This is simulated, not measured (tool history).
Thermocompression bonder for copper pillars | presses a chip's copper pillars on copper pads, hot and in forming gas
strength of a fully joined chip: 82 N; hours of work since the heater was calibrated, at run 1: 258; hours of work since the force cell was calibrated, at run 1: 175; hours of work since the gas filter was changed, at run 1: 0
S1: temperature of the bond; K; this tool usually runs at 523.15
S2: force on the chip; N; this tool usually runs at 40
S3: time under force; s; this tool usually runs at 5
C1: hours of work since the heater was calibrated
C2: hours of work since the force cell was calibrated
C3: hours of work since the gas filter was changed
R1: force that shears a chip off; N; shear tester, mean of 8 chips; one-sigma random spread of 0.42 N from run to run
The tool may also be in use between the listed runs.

Run 1, day 0: usual settings; C1 258; C2 175; C3 0. Result: R1 51.2 N.
Run 2, day 2.138: usual settings; C1 284; C2 201; C3 26. Result: R1 51.8 N.
Run 3, day 3.512: usual settings; C1 301; C2 218; C3 43. Result: R1 51.7 N.
Run 4, day 5.338: usual settings but S3 4 s; C1 324; C2 240; C3 66. Result: R1 48.3 N.
Run 5, day 7.288: usual settings but S1 551.15 K; C1 348; C2 264; C3 90. Result: R1 67.4 N.
Run 6, day 9.058: usual settings but S3 10 s; C1 369; C2 286; C3 111. Result: R1 62.1 N.
Run 7, day 10.638: usual settings but S3 10 s; C1 389; C2 305; C3 131. Result: R1 61.1 N.
Run 8, day 12.038: usual settings but S3 10 s; C1 406; C2 323; C3 148. Result: R1 61.6 N.
Run 9, day 13.138: usual settings; C1 420; C2 336; C3 161. Result: R1 51.3 N.
Run 10, day 14.392: usual settings; C1 435; C2 351; C3 177. Result: R1 51.1 N.
Run 11, day 16.092: usual settings but S2 50 N; C1 456; C2 372; C3 198. Result: R1 60.1 N.
Run 12, day 17.488: usual settings but S3 9 s; C1 473; C2 390; C3 215. Result: R1 59.7 N.
Run 13, day 19.062: usual settings but S3 9 s; C1 492; C2 409; C3 234. Result: R1 59.3 N.
Run 14, day 21.225: usual settings but S1 508.15 K, S3 9 s; C1 519; C2 435; C3 261. Result: R1 49.1 N.
Run 15, day 23.104: usual settings but S1 508.15 K, S3 9 s; C1 542; C2 459; C3 284. Result: R1 49.8 N.
Run 16, day 24.3: usual settings but S1 514.15 K, S3 4 s; C1 557; C2 473; C3 299. Result: R1 42 N.
At day 25.904: forming gas filter changed.
Run 17, day 26.183: usual settings but S1 516.15 K, S2 24 N, S3 8 s; C1 580; C2 496; C3 3. Result: R1 37 N.
Run 18, day 27.554: usual settings but S1 497.15 K; C1 597; C2 513; C3 20. Result: R1 35.8 N.
Run 19, day 29.917: usual settings but S1 514.15 K, S2 29 N, S3 8 s; C1 626; C2 542; C3 49. Result: R1 42.6 N.
Run 20, day 31.167: usual settings but S1 514.15 K, S2 29 N, S3 6 s; C1 641; C2 557; C3 65. Result: R1 37.9 N.
Run 21, day 33.179: usual settings but S1 507.15 K, S2 50 N, S3 12 s; C1 666; C2 582; C3 89. Result: R1 62.7 N.
Run 22, day 35.338: usual settings but S1 497.15 K, S2 48 N; C1 692; C2 609; C3 116. Result: R1 41.2 N.
Run 23, day 37.354: usual settings but S1 497.15 K, S2 39 N, S3 6 s; C1 717; C2 633; C3 141. Result: R1 37.3 N.
Run 24, day 39.608: usual settings but S3 11 s; C1 745; C2 661; C3 168. Result: R1 64.2 N.
Run 25, day 41.288: usual settings but S1 524.15 K, S2 31 N, S3 8 s; C1 765; C2 682; C3 189. Result: R1 51 N.
Run 26, day 43.446: usual settings but S1 549.15 K, S2 31 N, S3 6 s; C1 792; C2 708; C3 216. Result: R1 61.8 N.
Run 27, day 44.875: usual settings but S1 546.15 K; C1 809; C2 726; C3 233. Result: R1 66 N.
Run 28, day 45.888: usual settings but S1 516.15 K, S2 37 N; C1 822; C2 738; C3 246. Result: R1 45.4 N.

Predict each of these 5 candidate next runs independently; none follows another, all start after run 28:
Run A, day 47.562: usual settings but S1 532.15 K, S2 47 N, S3 8 s; C1 843; C2 759; C3 266. Result: R1 ?.
Run B, day 47.562: usual settings but S3 3 s; C1 843; C2 759; C3 266. Result: R1 ?.
Run C, day 47.562: usual settings but S1 552.15 K; C1 843; C2 759; C3 266. Result: R1 ?.
Run D, day 47.562: usual settings but S1 516.15 K, S2 30 N, S3 11 s; C1 843; C2 759; C3 266. Result: R1 ?.
Run E, day 47.562: usual settings but S1 541.15 K, S2 59 N, S3 3 s; C1 843; C2 759; C3 266. Result: R1 ?.

run    R1
  A  68.7
  B  45.6
  C    69
  D  49.7
  E    68
Stripped of hidden state, with their random variation kept, the same runs would have yielded:
run    R1
  A  68.2
  B  43.4
  C  68.6
  D  47.6
  E  67.5
